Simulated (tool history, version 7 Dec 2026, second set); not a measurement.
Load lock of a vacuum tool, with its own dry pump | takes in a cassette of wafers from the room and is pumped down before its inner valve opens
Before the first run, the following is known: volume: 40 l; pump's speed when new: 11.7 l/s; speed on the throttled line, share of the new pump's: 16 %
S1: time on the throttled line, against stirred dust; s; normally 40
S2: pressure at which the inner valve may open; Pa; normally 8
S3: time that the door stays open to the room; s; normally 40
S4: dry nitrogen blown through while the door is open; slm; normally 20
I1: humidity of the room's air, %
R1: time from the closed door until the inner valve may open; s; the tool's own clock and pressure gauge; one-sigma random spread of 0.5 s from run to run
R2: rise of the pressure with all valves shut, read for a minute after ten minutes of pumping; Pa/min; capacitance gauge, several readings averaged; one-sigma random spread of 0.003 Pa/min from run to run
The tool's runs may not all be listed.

run      day  S1  S2   S3  S4    I1    R1     R2
  1    0.000  40   8   40  20  43.6  65.7  0.029
  2   13.312  78   8   40  20  42.1  99.2  0.036
  3   21.988  78   8   40  20  40.8  98.4  0.029
  4   32.433  78   8   40  20  46.9  98.0  0.040
  5   41.725  78   8   38  20  46.2  98.3  0.042
  6   53.733  78   8   38  20  45.4  98.3  0.048
  7   60.283  78  15   38  20  42.8  95.3  0.040
  8   70.350  40   8   40  20  43.0  66.5  0.044
  9   81.996  40   8   40  20  44.8  66.8  0.050
 10   88.254  40  10   40  20  45.6  66.3  0.052
 11   99.608  40  10   40  20  46.0  65.4  0.056
 12  110.633  40   8   40  20  44.8  67.0  0.062
 13  123.950  40   8   40  20  45.9  67.4  0.066
 14  134.183  40   8   40  20  44.3  67.1  0.068
 15  140.729  53   8   40  20  42.6  78.5  0.068
 16  151.642  40   8   40  20  45.1  67.6  0.073
 17  159.362  61   8   66  20  45.5  85.5  0.093
 18  173.029  40   8   40  12  43.0  67.4  0.087
 19  180.433  40   8   42  12  45.6  68.1  0.090
 20  186.962  40   8  119  28  48.6  68.4  0.112
 21  199.954  40   8  119  28  45.6  68.6  0.123
 22  209.567  37  12   89   8  43.9  64.0  0.129
 23  222.092  77  13   35  10  43.9  97.4  0.106
 24  229.046  28   8   40  20  43.9  57.6  0.108
 25  235.171  28   9   40  20  45.4  57.5  0.112
 26  247.092  39   8  208  22  46.1  67.2  0.180
 27  254.500  27   8   40  20  44.3  57.9  0.124
 28  263.775  26   9   79  44  44.7  56.4  0.138
 29  272.733  26   9  115   9  44.3  56.2  0.177
 30  279.033  32   8   40  20  43.2  61.1  0.144

Below, some changes in R1 between adjacent runs. For each, the amount present without the hidden state too (settings, incoming material, random variation) and the amount remaining for the hidden state with gauge scatter not shared by both compared results:
Hidden state at play: pump's speed, % of a new pump's; leak at the door's seal, Pa l/s; drift of the gauge itself on ready_s, %; drift of the gauge itself on rise_pa_min, %.
Run 1 -> 2: S1 40 -> 78. R1 +33.5 s: hidden state +0.1, all else +33.4.
Run 17 -> 18: S1 61 -> 40, S3 66 -> 40, S4 20 -> 12. R1 -18.1 s: hidden state +0.4, all else -18.5.
Run 22 -> 23: S1 37 -> 77, S2 12 -> 13, S3 89 -> 35, S4 8 -> 10. R1 +33.4 s: hidden state -0.4, all else +33.8.
Run 23 -> 24: S1 77 -> 28, S2 13 -> 8, S3 35 -> 40, S4 10 -> 20. R1 -39.8 s: hidden state +0.8, all else -40.6.

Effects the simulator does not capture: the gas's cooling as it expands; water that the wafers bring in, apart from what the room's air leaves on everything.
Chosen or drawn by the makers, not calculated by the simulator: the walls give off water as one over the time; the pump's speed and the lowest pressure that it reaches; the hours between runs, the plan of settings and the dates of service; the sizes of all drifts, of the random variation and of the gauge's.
